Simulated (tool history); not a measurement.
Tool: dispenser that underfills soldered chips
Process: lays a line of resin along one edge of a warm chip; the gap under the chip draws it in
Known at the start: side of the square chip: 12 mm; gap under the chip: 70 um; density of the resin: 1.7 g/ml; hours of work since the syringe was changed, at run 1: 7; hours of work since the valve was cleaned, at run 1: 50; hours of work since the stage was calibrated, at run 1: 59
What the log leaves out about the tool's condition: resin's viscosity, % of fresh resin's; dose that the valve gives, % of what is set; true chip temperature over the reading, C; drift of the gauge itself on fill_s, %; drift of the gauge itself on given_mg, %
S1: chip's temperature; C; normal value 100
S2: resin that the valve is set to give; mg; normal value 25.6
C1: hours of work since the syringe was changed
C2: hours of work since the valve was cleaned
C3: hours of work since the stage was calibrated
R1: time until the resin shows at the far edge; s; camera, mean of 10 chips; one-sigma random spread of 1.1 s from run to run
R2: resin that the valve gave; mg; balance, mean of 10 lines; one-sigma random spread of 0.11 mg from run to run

run    day   S1    S2  C1   C2   C3     R1     R2
  1      0  100  25.6   7   50   59    158  24.44
     0.171  -- new syringe of resin
  2  0.238  100  25.6   1   54   63  113.8  24.37
  3  0.425  100  25.6   4   57   66  137.2   24.4
  4  0.696  100  25.6   8   61   70  176.2  24.23
     0.762  -- new syringe of resin
  5  0.954  100  25.6   3   65   74    134  24.27
  6  1.267   94  25.6   8   70   79  208.9  23.92
      1.35  -- new syringe of resin
  7  1.454   94  25.6   2   73   82  144.6     24
  8  1.742  107  25.6   6   77   86  131.6  23.99
      1.95  -- new syringe of resin
  9  2.075  111  25.6   2   82   92   94.2  23.61
 10  2.283  111  25.6   5   86   95  112.4  23.56
 11  2.488   85  24.3   9   89   98  289.6  22.23
      2.55  -- new syringe of resin
 12  2.629  111    28   1   91  100   88.2  25.93
 13  2.825  112  23.1   4   94  103  108.3  21.25
 14  2.996  112  23.1   7   97  106  126.1  21.14
     3.142  -- new syringe of resin
 15    3.3  112  23.1   3  102  111   95.8  20.97
 16  3.458  112  23.1   5  104  113  110.8  21.08
 17  3.633   93  25.8   8  107  116  216.4  23.38
     3.742  -- new syringe of resin
 18    3.9  108  24.1   2  111  120  106.2  21.59
 19  4.067  103  32.6   5  114  123    135  29.35

What if the next run were any one of these 3? Each begins from the tool's condition after run 19:
     4.338  -- new syringe of resin
  A  4.354  103  31.9   0  118  127   ?   ?
     4.338  -- new syringe of resin
  B  4.354  111  25.2   0  118  127   ?   ?
     4.338  -- new syringe of resin
  C  4.354  103  25.6   0  118  127   ?   ?

run     R1     R2
  A   97.1  28.79
  B   82.7  22.49
  C  100.6  22.86
Take away the tool's hidden state, keep each run's random variation, and the runs would have read:
run    R1     R2
  A  94.7  32.19
  B  79.4  25.16
  C  96.7  25.57
